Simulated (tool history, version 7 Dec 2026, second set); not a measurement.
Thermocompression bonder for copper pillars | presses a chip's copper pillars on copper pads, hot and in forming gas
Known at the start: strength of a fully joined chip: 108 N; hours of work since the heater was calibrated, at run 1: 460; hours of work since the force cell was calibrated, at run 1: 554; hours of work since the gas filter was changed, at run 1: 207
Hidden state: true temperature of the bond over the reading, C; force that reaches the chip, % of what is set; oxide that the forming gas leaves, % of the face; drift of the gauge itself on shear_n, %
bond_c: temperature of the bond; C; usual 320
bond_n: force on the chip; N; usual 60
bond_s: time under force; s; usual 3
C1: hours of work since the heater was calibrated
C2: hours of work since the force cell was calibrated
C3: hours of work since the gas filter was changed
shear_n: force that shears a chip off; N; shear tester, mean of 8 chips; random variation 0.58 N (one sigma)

run 1 day=0.000 | bond_c=320 bond_n=60 bond_s=3 | C1=460 C2=554 C3=207 | shear_n=56.3
run 2 day=1.738 | bond_c=320 bond_n=60 bond_s=3 | C1=491 C2=585 C3=238 | shear_n=55.4
run 3 day=3.571 | bond_c=320 bond_n=60 bond_s=3 | C1=524 C2=617 C3=270 | shear_n=55.8
run 4 day=4.717 | bond_c=320 bond_n=60 bond_s=3 | C1=544 C2=638 C3=291 | shear_n=55.1
-- day=5.167 forming gas filter changed
run 5 day=5.679 | bond_c=320 bond_n=60 bond_s=3 | C1=561 C2=655 C3=9 | shear_n=56.1
run 6 day=6.946 | bond_c=320 bond_n=60 bond_s=3 | C1=584 C2=677 C3=32 | shear_n=56.8
run 7 day=7.879 | bond_c=320 bond_n=60 bond_s=3 | C1=600 C2=694 C3=48 | shear_n=56.0
run 8 day=9.712 | bond_c=320 bond_n=60 bond_s=3 | C1=633 C2=727 C3=81 | shear_n=55.1
run 9 day=11.396 | bond_c=320 bond_n=60 bond_s=3 | C1=663 C2=757 C3=111 | shear_n=55.9
run 10 day=12.504 | bond_c=308 bond_n=60 bond_s=3 | C1=683 C2=776 C3=131 | shear_n=48.5
run 11 day=13.517 | bond_c=320 bond_n=60 bond_s=3 | C1=701 C2=794 C3=149 | shear_n=55.3
run 12 day=14.375 | bond_c=320 bond_n=60 bond_s=3 | C1=716 C2=810 C3=164 | shear_n=55.7
run 13 day=15.783 | bond_c=313 bond_n=60 bond_s=3 | C1=741 C2=835 C3=189 | shear_n=52.2
run 14 day=17.062 | bond_c=313 bond_n=60 bond_s=3 | C1=764 C2=858 C3=212 | shear_n=51.4
run 15 day=18.804 | bond_c=313 bond_n=60 bond_s=3 | C1=795 C2=889 C3=243 | shear_n=52.0
run 16 day=20.008 | bond_c=326 bond_n=60 bond_s=3 | C1=816 C2=910 C3=265 | shear_n=58.8
-- day=21.204 force cell calibrated
-- day=21.983 forming gas filter changed
run 17 day=21.983 | bond_c=320 bond_n=80 bond_s=3 | C1=850 C2=13 C3=0 | shear_n=66.7
run 18 day=23.542 | bond_c=320 bond_n=80 bond_s=3 | C1=878 C2=41 C3=28 | shear_n=68.2
run 19 day=24.579 | bond_c=320 bond_n=43 bond_s=3 | C1=896 C2=60 C3=46 | shear_n=43.7
run 20 day=26.262 | bond_c=320 bond_n=43 bond_s=7 | C1=926 C2=90 C3=76 | shear_n=59.0
run 21 day=27.350 | bond_c=345 bond_n=65 bond_s=2 | C1=946 C2=109 C3=96 | shear_n=63.1
run 22 day=28.925 | bond_c=345 bond_n=65 bond_s=2 | C1=974 C2=137 C3=124 | shear_n=63.9
run 23 day=30.488 | bond_c=293 bond_n=70 bond_s=6 | C1=1002 C2=165 C3=152 | shear_n=58.9
-- day=31.517 heater calibrated with a thermocouple chip
run 24 day=32.379 | bond_c=346 bond_n=48 bond_s=2 | C1=15 C2=197 C3=184 | shear_n=53.7
run 25 day=33.771 | bond_c=296 bond_n=82 bond_s=7 | C1=40 C2=222 C3=209 | shear_n=70.4
run 26 day=35.492 | bond_c=320 bond_n=80 bond_s=8 | C1=71 C2=253 C3=239 | shear_n=85.1
run 27 day=36.542 | bond_c=320 bond_n=80 bond_s=8 | C1=90 C2=272 C3=258 | shear_n=85.1
run 28 day=38.054 | bond_c=320 bond_n=68 bond_s=8 | C1=117 C2=298 C3=285 | shear_n=80.1
-- day=38.896 forming gas filter changed
run 29 day=39.692 | bond_c=320 bond_n=83 bond_s=3 | C1=145 C2=327 C3=14 | shear_n=68.5
run 30 day=40.512 | bond_c=320 bond_n=83 bond_s=3 | C1=160 C2=342 C3=29 | shear_n=68.8
run 31 day=41.667 | bond_c=320 bond_n=83 bond_s=3 | C1=181 C2=363 C3=49 | shear_n=67.4
run 32 day=43.233 | bond_c=299 bond_n=81 bond_s=3 | C1=209 C2=390 C3=77 | shear_n=54.7
run 33 day=45.171 | bond_c=299 bond_n=81 bond_s=3 | C1=243 C2=425 C3=112 | shear_n=55.2
run 34 day=46.533 | bond_c=299 bond_n=81 bond_s=3 | C1=267 C2=449 C3=136 | shear_n=54.7
run 35 day=47.333 | bond_c=299 bond_n=81 bond_s=3 | C1=282 C2=464 C3=150 | shear_n=55.9
run 36 day=48.488 | bond_c=299 bond_n=46 bond_s=3 | C1=302 C2=484 C3=171 | shear_n=37.1
run 37 day=49.500 | bond_c=292 bond_n=44 bond_s=3 | C1=320 C2=502 C3=189 | shear_n=32.5
run 38 day=51.400 | bond_c=323 bond_n=56 bond_s=6 | C1=354 C2=536 C3=223 | shear_n=68.7
run 39 day=52.425 | bond_c=320 bond_n=60 bond_s=2 | C1=372 C2=554 C3=241 | shear_n=48.5

Hidden state at the last listed run before each entry between runs and at the first one after, where it differs:
Between runs 4 and 5: forming gas filter changed (day 5.167)
  oxide that the forming gas leaves, % of the face: 0.89 -> 0.51
Between runs 16 and 17: force cell calibrated (day 21.204); forming gas filter changed (day 21.983)
  true temperature of the bond over the reading, C: -0.2 -> -0.3; force that reaches the chip, % of what is set: 99.8 -> 100; oxide that the forming gas leaves, % of the face: 0.86 -> 0.5
Between runs 23 and 24: heater calibrated with a thermocouple chip (day 31.517)
  true temperature of the bond over the reading, C: -0.3 -> 0; oxide that the forming gas leaves, % of the face: 0.71 -> 0.75
Between runs 28 and 29: forming gas filter changed (day 38.896)
  true temperature of the bond over the reading, C: 0 -> -0.1; oxide that the forming gas leaves, % of the face: 0.89 -> 0.53
